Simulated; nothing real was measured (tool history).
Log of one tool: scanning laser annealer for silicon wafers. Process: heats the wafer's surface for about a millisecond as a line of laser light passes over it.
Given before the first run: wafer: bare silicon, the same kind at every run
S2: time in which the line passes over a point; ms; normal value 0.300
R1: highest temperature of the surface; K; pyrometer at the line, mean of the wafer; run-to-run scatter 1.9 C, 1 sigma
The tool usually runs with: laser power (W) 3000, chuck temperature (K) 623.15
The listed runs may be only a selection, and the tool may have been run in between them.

Run 1, hour 0.0: usual settings. Result: R1 1373.15 K.
Run 2, hour 6.1: usual settings. Result: R1 1372.15 K.
Run 3, hour 11.3: usual settings but chuck temperature (K) 624.15. Result: R1 1375.15 K.
Run 4, hour 17.6: usual settings. Result: R1 1373.15 K.
Run 5, hour 23.4: usual settings. Result: R1 1375.15 K.
Run 6, hour 31.6: usual settings. Result: R1 1372.15 K.
Run 7, hour 39.9: usual settings. Result: R1 1374.15 K.
Run 8, hour 46.2: usual settings but S2 0.302 ms. Result: R1 1375.15 K.
Run 9, hour 51.2: usual settings. Result: R1 1371.15 K.
Run 10, hour 59.5: usual settings. Result: R1 1374.15 K.
Run 11, hour 68.8: usual settings. Result: R1 1373.15 K.
Run 12, hour 75.5: usual settings. Result: R1 1377.15 K.
Run 13, hour 84.6: usual settings. Result: R1 1371.15 K.
Run 14, hour 89.7: usual settings. Result: R1 1370.15 K.
Run 15, hour 96.2: usual settings but laser power (W) 3216. Result: R1 1441.15 K.
Run 16, hour 105.1: usual settings but laser power (W) 3216, S2 0.295 ms. Result: R1 1431.15 K.
Run 17, hour 109.9: usual settings but chuck temperature (K) 593.15. Result: R1 1338.15 K.
Run 18, hour 115.7: usual settings but S2 0.236 ms, chuck temperature (K) 634.15. Result: R1 1299.15 K.
Run 19, hour 121.9: usual settings but laser power (W) 2704, S2 0.275 ms, chuck temperature (K) 632.15. Result: R1 1251.15 K.
Run 20, hour 128.5: usual settings but laser power (W) 2704, S2 0.275 ms, chuck temperature (K) 632.15. Result: R1 1255.15 K.
Run 21, hour 137.7: usual settings but laser power (W) 2972, S2 0.239 ms, chuck temperature (K) 626.15. Result: R1 1289.15 K.
Run 22, hour 141.8: usual settings but laser power (W) 2819, S2 0.239 ms, chuck temperature (K) 656.15. Result: R1 1272.15 K.
Run 23, hour 150.6: usual settings but laser power (W) 2819, S2 0.239 ms, chuck temperature (K) 656.15. Result: R1 1275.15 K.
Run 24, hour 159.1: usual settings but laser power (W) 2832, S2 0.376 ms. Result: R1 1396.15 K.
Run 25, hour 163.2: usual settings but laser power (W) 3286, S2 0.339 ms, chuck temperature (K) 591.15. Result: R1 1487.15 K.
Run 26, hour 167.1: usual settings but laser power (W) 2996. Result: R1 1375.15 K.
Run 27, hour 175.9: usual settings but laser power (W) 3013, S2 0.246 ms, chuck temperature (K) 586.15. Result: R1 1281.15 K.
Run 28, hour 185.4: usual settings but laser power (W) 3013, S2 0.246 ms, chuck temperature (K) 586.15. Result: R1 1279.15 K.
Run 29, hour 194.3: usual settings but laser power (W) 3013, S2 0.246 ms, chuck temperature (K) 586.15. Result: R1 1281.15 K.
Run 30, hour 199.5: usual settings but laser power (W) 3081, S2 0.313 ms, chuck temperature (K) 600.15. Result: R1 1394.15 K.
Run 31, hour 207.0: usual settings but chuck temperature (K) 613.15. Result: R1 1364.15 K.
Run 32, hour 216.3: usual settings but chuck temperature (K) 613.15. Result: R1 1364.15 K.
Run 33, hour 222.0: usual settings but laser power (W) 2823, S2 0.267 ms, chuck temperature (K) 648.15. Result: R1 1304.15 K.
Run 34, hour 226.4: usual settings but laser power (W) 2823, S2 0.267 ms, chuck temperature (K) 648.15. Result: R1 1307.15 K.

Withheld: 2 entries from between the runs. Position of each, and hidden state at the listed run before versus the listed run after:
Runs 15 to 16: window over the wafer cleaned (hour 98.6)
  light that passes the window, % of a clean one's: 99.09 -> 98.52; laser's true power over the reading, %: 0.32 -> 0.33; width of the line over the set one, %: 3.05 -> 3.06
  difference, measured minus the result without the unlogged condition, R1: -29.00 -> -35.00 K
Runs 23 to 24: window over the wafer cleaned, once more (hour 155.2)
  light that passes the window, % of a clean one's: 98.4 -> 99.71; width of the line over the set one, %: 3.18 -> 3.2
  difference, measured minus the result without the unlogged condition, R1: -28.00 -> -21.00 K
